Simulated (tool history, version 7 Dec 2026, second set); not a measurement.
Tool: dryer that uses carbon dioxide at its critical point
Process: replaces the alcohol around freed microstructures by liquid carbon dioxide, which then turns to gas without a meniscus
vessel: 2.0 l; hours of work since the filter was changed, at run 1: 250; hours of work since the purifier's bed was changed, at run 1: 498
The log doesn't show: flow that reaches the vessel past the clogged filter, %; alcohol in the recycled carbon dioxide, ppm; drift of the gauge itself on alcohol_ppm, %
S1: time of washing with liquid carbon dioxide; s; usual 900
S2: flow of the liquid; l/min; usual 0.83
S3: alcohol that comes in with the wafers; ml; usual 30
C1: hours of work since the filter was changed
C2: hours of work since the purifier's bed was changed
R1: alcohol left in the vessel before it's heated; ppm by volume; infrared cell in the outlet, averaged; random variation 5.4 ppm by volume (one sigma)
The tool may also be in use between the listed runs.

| run | hour | S1 | S2 | S3 | C1 | C2 | R1 |
|---|---|---|---|---|---|---|---|
| 1 | 0 | 900 | 0.83 | 30 | 250 | 498 | 240 |
| 2 | 14.4 | 900 | 0.83 | 30 | 258 | 507 | 248 |
| 3 | 33.1 | 900 | 0.742 | 30 | 270 | 518 | 355 |
| 4 | 47.5 | 900 | 0.83 | 30 | 278 | 527 | 255 |
| 5 | 61.9 | 900 | 0.83 | 30 | 287 | 536 | 255 |
| 6 | 77.5 | 900 | 0.83 | 30 | 297 | 545 | 258 |
| 7 | 100.5 | 540 | 0.83 | 30 | 311 | 559 | 1130 |
| 8 | 110 | 540 | 0.83 | 30 | 316 | 565 | 1092 |
| 9 | 122.9 | 1200 | 0.83 | 30 | 324 | 573 | 134 |
| 10 | 143.5 | 1200 | 0.83 | 30 | 337 | 585 | 140 |
| 11 | 153.5 | 1200 | 0.83 | 30 | 343 | 591 | 139 |
| 12 | 164.6 | 1200 | 0.83 | 30 | 350 | 598 | 158 |
| 13 | 174.2 | 1200 | 0.83 | 30 | 355 | 604 | 135 |
| 14 | 186.2 | 1200 | 0.83 | 30 | 363 | 611 | 135 |
| 15 | 207.4 | 1200 | 0.83 | 30 | 376 | 624 | 151 |
| 16 | 220.4 | 1200 | 0.83 | 30 | 384 | 632 | 148 |
| 17 | 230 | 900 | 0.505 | 30 | 389 | 638 | 1129 |
| 18 | 244 | 900 | 0.83 | 30 | 398 | 646 | 302 |

Forecast run 19:
| 19 | 259.4 | 900 | 0.83 | 30 | 407 | 656 | ? |

R1: 287 ppm by volume
Without the tool's hidden state the same run would have given R1 127 ppm by volume.
